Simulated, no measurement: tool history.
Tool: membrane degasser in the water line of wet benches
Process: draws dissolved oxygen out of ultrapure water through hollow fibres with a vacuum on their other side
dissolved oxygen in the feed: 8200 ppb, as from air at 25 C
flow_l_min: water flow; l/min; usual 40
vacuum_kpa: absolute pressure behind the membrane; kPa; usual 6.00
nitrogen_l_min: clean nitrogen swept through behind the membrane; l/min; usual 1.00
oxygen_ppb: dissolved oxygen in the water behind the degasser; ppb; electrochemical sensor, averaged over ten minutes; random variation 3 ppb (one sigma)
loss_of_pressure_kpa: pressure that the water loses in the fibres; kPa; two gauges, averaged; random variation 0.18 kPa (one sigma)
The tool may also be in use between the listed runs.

run    hour  flow_l_min  vacuum_kpa  nitrogen_l_min  oxygen_ppb  loss_of_pressure_kpa
  1     0.0          40        6.00            1.00       291.2                 31.93
  2   153.8          40        6.00            1.00       299.2                 31.80
  3   314.2          40        6.00            1.00       298.8                 31.92
  4   489.8          40        6.00            1.00       298.7                 32.37
  5   609.9          40        6.00            1.00       295.0                 31.86
  6   736.5          40        6.00            1.00       296.9                 32.08
  7   840.1          40        6.00            1.00       301.0                 31.85
  8   999.9          40        6.00            1.00       297.3                 31.89
  9  1093.2          29        6.00            1.00       198.5                 23.36
 10  1250.2          40        6.00            1.00       298.0                 32.23
 11  1424.1          40        6.00            1.00       298.3                 32.23
 12  1543.0          40        6.00            1.00       301.2                 32.26
 13  1668.3          40        6.00            1.00       294.9                 32.26
 14  1786.1          40        6.00            1.00       297.0                 32.40
 15  1915.1          30        5.40            1.00       174.4                 24.24
 16  2026.9          24        9.47            2.04       188.8                 19.08
 17  2190.7          24        9.47            1.20       290.9                 19.70
 18  2367.9          24        9.47            1.20       294.4                 19.33
 19  2539.6          24        9.47            1.20       289.1                 19.33
 20  2662.7          54        3.62            1.95       177.3                 43.83
 21  2744.7          24        6.98            0.77       256.6                 19.33
 22  2888.1          24        6.98            1.15       189.6                 19.31
 23  2992.6          55        6.00            0.57       558.0                 44.60
 24  3168.6          34        6.00            1.00       249.7                 27.68
 25  3253.5          27       10.77            2.27       236.0                 21.81
 26  3395.0          29        6.00            0.49       329.9                 23.60
 27  3479.2          41       11.73            1.56       542.9                 33.67
 28  3630.0          41       11.73            1.56       542.9                 33.55

3 ways to go on from here, each from the tool as it stands after run 28. What would each give?
  A  3710.1          40       13.97            1.84           ?                     ?
  B  3710.1          35        4.57            1.30           ?                     ?
  C  3710.1          62        4.52            1.44           ?                     ?

run  oxygen_ppb  loss_of_pressure_kpa
  A       569.8                 32.39
  B       137.1                 28.45
  C       307.3                 51.03
Without the tool's hidden state the same runs would have given:
run  oxygen_ppb  loss_of_pressure_kpa
  A       569.5                 31.53
  B       136.8                 27.70
  C       306.8                 49.69
